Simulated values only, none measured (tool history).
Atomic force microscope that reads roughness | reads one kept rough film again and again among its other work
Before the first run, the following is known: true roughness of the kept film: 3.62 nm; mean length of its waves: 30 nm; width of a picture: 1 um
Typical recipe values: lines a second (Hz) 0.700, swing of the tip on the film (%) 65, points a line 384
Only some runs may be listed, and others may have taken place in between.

run   hour  lines a second (Hz)  swing of the tip on the film (%)  points a line  roughness of the kept film (nm (root mean square))
  1    0.0                0.700                                65            384                                               2.396
  2    9.6                0.700                                65            384                                               2.313
  3   27.6                0.700                                65            384                                               2.222
  4   40.9                0.700                                65            384                                               2.134
  5   57.4                0.700                                65            384                                               2.039
  6   67.7                0.700                                65            384                                               2.017
  7   86.8                0.700                                65            810                                               2.938
  8  100.0                0.700                                65            810                                               2.803
  9  112.5                1.030                                65            384                                               2.671
 10  130.3                1.030                                65            384                                               2.507
 11  141.0                1.030                                65            384                                               2.447
 12  154.6                1.140                                65            384                                               2.341
 13  171.4                1.140                                65            384                                               2.250
 14  190.4                1.140                                65            384                                               2.137
 15  210.1                2.597                                82            361                                               1.833
 16  222.0                2.597                                55            361                                               1.976
 17  233.2                2.597                                55            361                                               2.955
 18  251.7                0.702                                75            344                                               2.785
 19  265.6                0.702                                75            340                                               2.648
 20  280.7                0.765                                80            743                                               2.530
 21  296.8                0.502                                61            979                                               2.515
 22  312.9                0.502                                61            979                                               2.392
 23  327.2                0.854                                75            306                                               2.246
 24  340.8                0.700                                56            384                                               2.205
 25  350.8                0.700                                88            783                                               2.066
 26  361.7                1.438                                57            409                                               2.080
 27  373.3                1.438                                57            409                                               2.004
 28  389.7                0.700                                57            558                                               3.033

Taken out of this log: 3 entries between the listed runs. Where each belongs, and how the hidden state differs across it:
Logged between run 6 and run 7: new tip fitted (hour 78.2)
  radius of the tip, nm: 47.9 -> 13.5; height scale over the true one, %: 0.08 -> 0.07
  measured minus no-state result, roughness of the kept film (nm (root mean square)): -1.043 -> -0.140
Logged between run 16 and run 17: new tip fitted (hour 232.2)
  radius of the tip, nm: 48.7 -> 10.9; height scale over the true one, %: 0.01 -> 0
  measured minus no-state result, roughness of the kept film (nm (root mean square)): -1.046 -> -0.038
Logged between run 27 and run 28: new tip fitted (hour 385.9)
  radius of the tip, nm: 47.6 -> 11.5
  measured minus no-state result, roughness of the kept film (nm (root mean square)): -1.034 -> -0.063
